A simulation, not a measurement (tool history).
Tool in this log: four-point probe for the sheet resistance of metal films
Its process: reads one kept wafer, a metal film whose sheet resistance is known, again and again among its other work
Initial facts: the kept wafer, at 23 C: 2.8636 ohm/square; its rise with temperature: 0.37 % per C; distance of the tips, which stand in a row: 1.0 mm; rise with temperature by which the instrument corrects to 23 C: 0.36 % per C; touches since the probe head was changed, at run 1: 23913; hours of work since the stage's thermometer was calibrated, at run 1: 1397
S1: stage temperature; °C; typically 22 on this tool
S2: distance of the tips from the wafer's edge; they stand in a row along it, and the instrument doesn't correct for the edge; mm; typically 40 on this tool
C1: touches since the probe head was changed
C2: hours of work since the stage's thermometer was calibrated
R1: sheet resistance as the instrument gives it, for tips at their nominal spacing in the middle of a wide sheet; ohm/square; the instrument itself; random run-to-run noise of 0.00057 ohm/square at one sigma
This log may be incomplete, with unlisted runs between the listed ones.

Run 1, hour 0.0: usual settings; C1 23913; C2 1397. Result: R1 2.877725 ohm/square.
Run 2, hour 23.2: usual settings but S1 29 °C; C1 24550; C2 1411. Result: R1 2.881064 ohm/square.
Run 3, hour 45.6: usual settings but S2 5 mm; C1 25162; C2 1424. Result: R1 2.939316 ohm/square.
Run 4, hour 59.5: usual settings but S1 23 °C, S2 5 mm; C1 25542; C2 1432. Result: R1 2.937863 ohm/square.
Run 5, hour 81.1: usual settings; C1 26133; C2 1445. Result: R1 2.877109 ohm/square.
Run 6, hour 106.4: usual settings; C1 26826; C2 1460. Result: R1 2.879005 ohm/square.
Run 7, hour 134.8: usual settings but S1 25 °C; C1 27603; C2 1476. Result: R1 2.879950 ohm/square.
Run 8, hour 158.0: usual settings but S1 19 °C; C1 28239; C2 1490. Result: R1 2.877238 ohm/square.
Run 9, hour 170.1: usual settings but S1 19 °C; C1 28570; C2 1497. Result: R1 2.877587 ohm/square.
Run 10, hour 198.4: usual settings but S1 29 °C; C1 29344; C2 1514. Result: R1 2.880985 ohm/square.
Run 11, hour 215.5: usual settings but S1 29 °C; C1 29814; C2 1524. Result: R1 2.881510 ohm/square.
Run 12, hour 235.1: usual settings but S1 29 °C; C1 30350; C2 1535. Result: R1 2.882040 ohm/square.
Run 13, hour 253.5: usual settings; C1 30852; C2 1546. Result: R1 2.879360 ohm/square.
Run 14, hour 279.6: usual settings; C1 31567; C2 1562. Result: R1 2.879071 ohm/square.
Run 15, hour 307.0: usual settings but S2 30 mm; C1 32317; C2 1578. Result: R1 2.880058 ohm/square.
Run 16, hour 328.2: usual settings; C1 32897; C2 1590. Result: R1 2.878926 ohm/square.
Run 17, hour 348.5: usual settings; C1 33455; C2 1602. Result: R1 2.879257 ohm/square.
Run 18, hour 374.5: usual settings but S2 9 mm; C1 34165; C2 1617. Result: R1 2.898278 ohm/square.
Run 19, hour 392.3: usual settings but S2 9 mm; C1 34654; C2 1628. Result: R1 2.896811 ohm/square.
Run 20, hour 416.4: usual settings but S2 9 mm; C1 35314; C2 1642. Result: R1 2.898022 ohm/square.
Run 21, hour 434.8: usual settings but S1 26 °C, S2 5 mm; C1 35817; C2 1653. Result: R1 2.941598 ohm/square.
Run 22, hour 449.8: usual settings but S1 20 °C, S2 29 mm; C1 36228; C2 1662. Result: R1 2.879192 ohm/square.
Run 23, hour 467.1: usual settings but S1 29 °C; C1 36700; C2 1672. Result: R1 2.883439 ohm/square.
Run 24, hour 482.3: usual settings but S1 29 °C; C1 37117; C2 1681. Result: R1 2.882610 ohm/square.
Run 25, hour 505.7: usual settings but S1 34 °C, S2 21 mm; C1 37757; C2 1695. Result: R1 2.887497 ohm/square.
Run 26, hour 521.0: usual settings but S1 34 °C, S2 21 mm; C1 38178; C2 1704. Result: R1 2.887356 ohm/square.
Run 27, hour 534.6: usual settings but S1 26 °C, S2 21 mm; C1 38549; C2 1712. Result: R1 2.884243 ohm/square.
Run 28, hour 561.4: usual settings but S1 23 °C, S2 5 mm; C1 39283; C2 1727. Result: R1 2.941741 ohm/square.
Run 29, hour 575.2: usual settings but S1 29 °C, S2 5 mm; C1 39660; C2 1735. Result: R1 2.944068 ohm/square.
Run 30, hour 593.4: usual settings but S1 18 °C, S2 5 mm; C1 40159; C2 1746. Result: R1 2.939441 ohm/square.
Run 31, hour 605.5: usual settings but S1 24 °C, S2 12 mm; C1 40490; C2 1753. Result: R1 2.891982 ohm/square.
Run 32, hour 623.7: usual settings but S1 24 °C, S2 12 mm; C1 40988; C2 1764. Result: R1 2.891289 ohm/square.
Run 33, hour 650.1: usual settings but S1 23 °C; C1 41712; C2 1779. Result: R1 2.880272 ohm/square.
Run 34, hour 666.0: usual settings but S1 23 °C; C1 42147; C2 1789. Result: R1 2.880426 ohm/square.
Run 35, hour 693.9: usual settings but S1 26 °C, S2 11 mm; C1 42911; C2 1805. Result: R1 2.895037 ohm/square.
Run 36, hour 709.7: usual settings but S1 20 °C, S2 9 mm; C1 43341; C2 1815. Result: R1 2.899109 ohm/square.
Run 37, hour 724.6: usual settings but S1 20 °C, S2 9 mm; C1 43749; C2 1823. Result: R1 2.898370 ohm/square.
Run 38, hour 753.1: usual settings but S1 20 °C, S2 9 mm; C1 44529; C2 1840. Result: R1 2.898685 ohm/square.
Run 39, hour 768.6: usual settings but S1 20 °C, S2 9 mm; C1 44956; C2 1849. Result: R1 2.898395 ohm/square.

Below, some changes in R1 between adjacent runs. For each, the amount present without the hidden state too (settings, incoming material, random variation) and the amount remaining for the hidden state with gauge scatter not shared by both compared results:
What the log doesn't record here: inner tips' distance over the nominal, %; tips' flats over new ones', %; wafer's true temperature over the reading, C; drift of the gauge itself on sheet_ohm, %.
Run 2 -> 3: S1 29 -> 22, S2 40 -> 5. R1 +0.058252 ohm/square: hidden state +0.000440, all else +0.057812.
Run 4 -> 5: S1 23 -> 22, S2 5 -> 40. R1 -0.060754 ohm/square: hidden state -0.000144, all else -0.060610.
Run 20 -> 21: S1 22 -> 26, S2 9 -> 5. R1 +0.043576 ohm/square: hidden state +0.000291, all else +0.043285.
Run 21 -> 22: S1 26 -> 20, S2 5 -> 29. R1 -0.062406 ohm/square: hidden state -0.000182, all else -0.062224.
Run 27 -> 28: S1 26 -> 23, S2 21 -> 5. R1 +0.057498 ohm/square: hidden state +0.000498, all else +0.057000.

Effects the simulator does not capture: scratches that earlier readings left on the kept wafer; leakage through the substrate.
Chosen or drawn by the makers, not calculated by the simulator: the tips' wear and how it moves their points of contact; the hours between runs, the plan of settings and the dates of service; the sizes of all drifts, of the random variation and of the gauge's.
